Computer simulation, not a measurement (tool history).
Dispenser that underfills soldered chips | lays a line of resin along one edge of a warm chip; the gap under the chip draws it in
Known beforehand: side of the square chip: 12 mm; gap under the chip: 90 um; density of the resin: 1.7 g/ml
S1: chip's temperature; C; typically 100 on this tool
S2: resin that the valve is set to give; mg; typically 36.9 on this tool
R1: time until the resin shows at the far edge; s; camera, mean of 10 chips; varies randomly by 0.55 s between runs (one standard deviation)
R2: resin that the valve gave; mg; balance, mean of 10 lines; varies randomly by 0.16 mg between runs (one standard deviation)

{"run": 1, "hour": 0.0, "S1": 100, "S2": 36.9, "R1": 52.7, "R2": 35.13}
{"hour": 5.1, "done": "new syringe of resin"}
{"run": 2, "hour": 6.5, "S1": 100, "S2": 39.4, "R1": 45.9, "R2": 37.65}
{"run": 3, "hour": 12.3, "S1": 100, "S2": 39.4, "R1": 53.2, "R2": 37.64}
{"hour": 16.6, "done": "new syringe of resin"}
{"run": 4, "hour": 20.1, "S1": 100, "S2": 39.4, "R1": 48.9, "R2": 37.28}
{"run": 5, "hour": 25.5, "S1": 100, "S2": 34.2, "R1": 56.8, "R2": 32.29}
{"hour": 27.4, "done": "new syringe of resin"}
{"run": 6, "hour": 31.8, "S1": 100, "S2": 34.2, "R1": 50.6, "R2": 31.95}
{"hour": 38.2, "done": "new syringe of resin"}
{"run": 7, "hour": 38.7, "S1": 102, "S2": 36.9, "R1": 41.2, "R2": 34.57}
{"run": 8, "hour": 43.8, "S1": 102, "S2": 36.9, "R1": 47.0, "R2": 34.47}
{"hour": 49.5, "done": "new syringe of resin"}
{"run": 9, "hour": 56.0, "S1": 102, "S2": 36.9, "R1": 49.2, "R2": 34.03}
{"hour": 60.6, "done": "new syringe of resin"}
{"run": 10, "hour": 67.3, "S1": 102, "S2": 36.9, "R1": 49.0, "R2": 33.95}
{"hour": 72.0, "done": "new syringe of resin"}
{"run": 11, "hour": 73.9, "S1": 102, "S2": 36.9, "R1": 43.9, "R2": 33.81}

Run 12 comes next. What will it give?
{"hour": 83.3, "done": "new syringe of resin"}
{"run": 12, "hour": 85.4, "S1": 102, "S2": 42.5, "R1": "?", "R2": "?"}

{"run 12": {"R1": 42.2, "R2": 38.18}}
If the tool had no hidden condition, the same run with the same run-to-run variation would have returned R1 42.1 s, R2 42.28 mg.

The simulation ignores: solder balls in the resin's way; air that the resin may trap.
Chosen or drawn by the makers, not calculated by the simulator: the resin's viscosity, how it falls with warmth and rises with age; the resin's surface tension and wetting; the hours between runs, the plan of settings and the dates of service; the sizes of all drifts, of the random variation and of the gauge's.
